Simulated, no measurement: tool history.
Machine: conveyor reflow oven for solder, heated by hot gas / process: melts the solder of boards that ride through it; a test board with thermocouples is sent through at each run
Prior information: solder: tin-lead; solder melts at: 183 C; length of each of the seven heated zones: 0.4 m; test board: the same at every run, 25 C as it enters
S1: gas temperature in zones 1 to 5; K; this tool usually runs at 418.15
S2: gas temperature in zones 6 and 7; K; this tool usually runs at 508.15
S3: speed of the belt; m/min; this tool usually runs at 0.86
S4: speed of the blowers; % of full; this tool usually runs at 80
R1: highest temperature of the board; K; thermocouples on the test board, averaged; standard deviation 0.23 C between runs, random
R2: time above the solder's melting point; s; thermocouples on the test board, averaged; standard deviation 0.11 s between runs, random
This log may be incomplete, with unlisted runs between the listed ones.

Run 1, hour 0: usual settings. Result: R1 491.25 K, R2 43.7 s.
Run 2, hour 7.3: usual settings but S3 0.718 m/min. Result: R1 496.75 K, R2 56.3 s.
Run 3, hour 12.3: usual settings but S3 0.718 m/min. Result: R1 496.25 K, R2 56.2 s.
Run 4, hour 18.3: usual settings but S3 0.718 m/min. Result: R1 496.35 K, R2 56.6 s.
Run 5, hour 24.8: usual settings. Result: R1 490.65 K, R2 43.9 s.
Run 6, hour 29.8: usual settings but S2 502.15 K. Result: R1 485.95 K, R2 40.9 s.
Run 7, hour 38.8: usual settings but S1 422.15 K. Result: R1 491.95 K, R2 45.3 s.
Run 8, hour 44.6: usual settings but S1 422.15 K. Result: R1 491.75 K, R2 45.3 s.
Run 9, hour 51: usual settings but S1 430.15 K, S2 504.15 K, S3 0.989 m/min, S4 82 % of full. Result: R1 486.35 K, R2 38.7 s.
Run 10, hour 57.6: usual settings but S3 0.833 m/min. Result: R1 492.25 K, R2 45.9 s.
Run 11, hour 65.4: usual settings but S3 0.833 m/min. Result: R1 491.85 K, R2 45.8 s.
Run 12, hour 71.4: usual settings but S3 0.833 m/min. Result: R1 491.45 K, R2 45.9 s.
Run 13, hour 80.4: usual settings but S2 504.15 K, S3 0.833 m/min. Result: R1 488.85 K, R2 43.9 s.
Run 14, hour 88.6: usual settings but S2 519.15 K, S3 0.712 m/min. Result: R1 506.25 K, R2 61.5 s.
Run 15, hour 95.1: usual settings but S1 411.15 K, S3 0.699 m/min, S4 67 % of full. Result: R1 493.45 K, R2 53.9 s.
Run 16, hour 103.5: usual settings but S1 431.15 K, S3 0.761 m/min. Result: R1 496.55 K, R2 57.8 s.

4 ways to go on from here, each from the tool as it stands after run 16. What would each give?
Run A, hour 109.8: usual settings but S1 431.15 K, S3 0.714 m/min, S4 53 % of full. Result: R1 ?, R2 ?.
Run B, hour 109.8: usual settings but S1 431.15 K, S3 1.018 m/min. Result: R1 ?, R2 ?.
Run C, hour 109.8: usual settings but S1 431.15 K, S2 522.15 K, S3 0.761 m/min. Result: R1 ?, R2 ?.
Run D, hour 109.8: usual settings but S1 420.15 K, S2 503.15 K, S3 1 m/min. Result: R1 ?, R2 ?.

run      R1    R2
  A  493.65  59.5
  B  487.55  38.5
  C  508.35  62.6
  D  481.95  32.4
With no hidden state in the tool, these same runs would have given:
run      R1    R2
  A  494.45  60.1
  B  489.25  39.6
  C  509.65  62.7
  D  483.75  33.9
